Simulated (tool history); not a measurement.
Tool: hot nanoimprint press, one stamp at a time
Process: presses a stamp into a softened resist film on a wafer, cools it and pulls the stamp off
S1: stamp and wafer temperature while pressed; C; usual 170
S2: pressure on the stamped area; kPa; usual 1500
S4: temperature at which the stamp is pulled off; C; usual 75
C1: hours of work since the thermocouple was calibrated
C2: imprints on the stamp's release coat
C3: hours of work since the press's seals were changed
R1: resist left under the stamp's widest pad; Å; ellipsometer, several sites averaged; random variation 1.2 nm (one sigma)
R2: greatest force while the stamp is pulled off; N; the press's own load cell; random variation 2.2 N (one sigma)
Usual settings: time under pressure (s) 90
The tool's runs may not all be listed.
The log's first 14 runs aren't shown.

{"run": 15, "day": 12.588, "S1": 170, "S2": 1500, "time under pressure (s)": 90, "S4": 75, "C1": 262, "C2": 1044, "C3": 773, "R1": 1823, "R2": 119}
{"run": 16, "day": 13.138, "S1": 161, "S2": 1500, "time under pressure (s)": 90, "S4": 75, "C1": 271, "C2": 1077, "C3": 782, "R1": 2481, "R2": 123}
{"run": 17, "day": 13.858, "S1": 170, "S2": 1650, "time under pressure (s)": 140, "S4": 75, "C1": 282, "C2": 1121, "C3": 794, "R1": 1523, "R2": 131}
{"run": 18, "day": 14.767, "S1": 170, "S2": 1650, "time under pressure (s)": 140, "S4": 75, "C1": 297, "C2": 1176, "C3": 808, "R1": 1547, "R2": 129}
{"run": 19, "day": 15.896, "S1": 170, "S2": 1500, "time under pressure (s)": 58, "S4": 75, "C1": 316, "C2": 1245, "C3": 827, "R1": 2101, "R2": 132}
{"run": 20, "day": 17.004, "S1": 170, "S2": 1500, "time under pressure (s)": 58, "S4": 75, "C1": 334, "C2": 1312, "C3": 845, "R1": 2125, "R2": 131}
{"run": 21, "day": 17.992, "S1": 170, "S2": 1500, "time under pressure (s)": 90, "S4": 71, "C1": 350, "C2": 1372, "C3": 861, "R1": 1873, "R2": 141}
{"run": 22, "day": 18.5, "S1": 168, "S2": 1430, "time under pressure (s)": 53, "S4": 75, "C1": 358, "C2": 1403, "C3": 869, "R1": 2360, "R2": 133}
{"run": 23, "day": 19.6, "S1": 168, "S2": 1190, "time under pressure (s)": 150, "S4": 65, "C1": 376, "C2": 1470, "C3": 887, "R1": 1947, "R2": 149}
{"run": 24, "day": 20.496, "S1": 170, "S2": 1110, "time under pressure (s)": 90, "S4": 82, "C1": 391, "C2": 1524, "C3": 902, "R1": 2162, "R2": 131}
{"run": 25, "day": 21.2, "S1": 170, "S2": 1110, "time under pressure (s)": 90, "S4": 82, "C1": 402, "C2": 1567, "C3": 913, "R1": 2170, "R2": 132}
{"run": 26, "day": 22.025, "S1": 170, "S2": 1530, "time under pressure (s)": 132, "S4": 82, "C1": 415, "C2": 1617, "C3": 927, "R1": 1677, "R2": 133}

Forecast run 27:
{"run": 27, "day": 22.55, "S1": 170, "S2": 2250, "time under pressure (s)": 100, "S4": 75, "C1": 424, "C2": 1649, "C3": 935, "R1": "?", "R2": "?"}

Run 27 gave R1 1503 Å, R2 144 N.
Without the tool's hidden state the same run would have given R1 1339 Å, R2 101 N.
